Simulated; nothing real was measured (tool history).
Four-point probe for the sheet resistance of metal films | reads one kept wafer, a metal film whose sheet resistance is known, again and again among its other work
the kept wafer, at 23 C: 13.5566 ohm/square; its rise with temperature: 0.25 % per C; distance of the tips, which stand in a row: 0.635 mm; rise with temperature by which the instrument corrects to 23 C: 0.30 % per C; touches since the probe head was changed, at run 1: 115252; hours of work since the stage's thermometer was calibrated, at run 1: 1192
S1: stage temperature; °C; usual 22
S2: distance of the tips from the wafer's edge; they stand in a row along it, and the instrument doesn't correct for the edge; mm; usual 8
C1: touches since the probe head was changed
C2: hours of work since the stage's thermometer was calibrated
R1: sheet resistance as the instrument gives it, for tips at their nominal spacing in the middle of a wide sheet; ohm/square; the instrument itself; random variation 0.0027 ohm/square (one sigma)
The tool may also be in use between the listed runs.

run	hour	S1	S2	C1	C2	R1
1	0	22	8	115252	1192	13.625302
2	43.2	22	8	116913	1216	13.62786
3	106.3	22	8	119340	1250	13.626737
4	180.4	22	8	122186	1291	13.633576
5	224.3	35	8	123874	1315	13.558223
6	270.7	22	8	125659	1341	13.636921
7	325.8	30	8	127776	1371	13.590046
8	392.7	24	59	130346	1408	13.584504
9	463.6	32	9	133073	1447	13.572155
10	504.5	32	9	134645	1469	13.570368
11	564.8	29	13	136965	1502	13.569735

Hidden state or all else? Some run-to-run changes of R1, split into what the settings, what came in and random variation would give without the hidden state, and what is left for the hidden state (with any gauge scatter that isn't in both results):
The hidden state here: inner tips' distance over the nominal, %; tips' flats over new ones', %; wafer's true temperature over the reading, C; drift of the gauge itself on sheet_ohm, %.
Run 5 -> 6: S1 35 -> 22. R1 +0.078698 ohm/square: hidden state +0.002051, all else +0.076647.
Run 7 -> 8: S1 30 -> 24, S2 8 -> 59. R1 -0.005542 ohm/square: hidden state +0.002131, all else -0.007673.
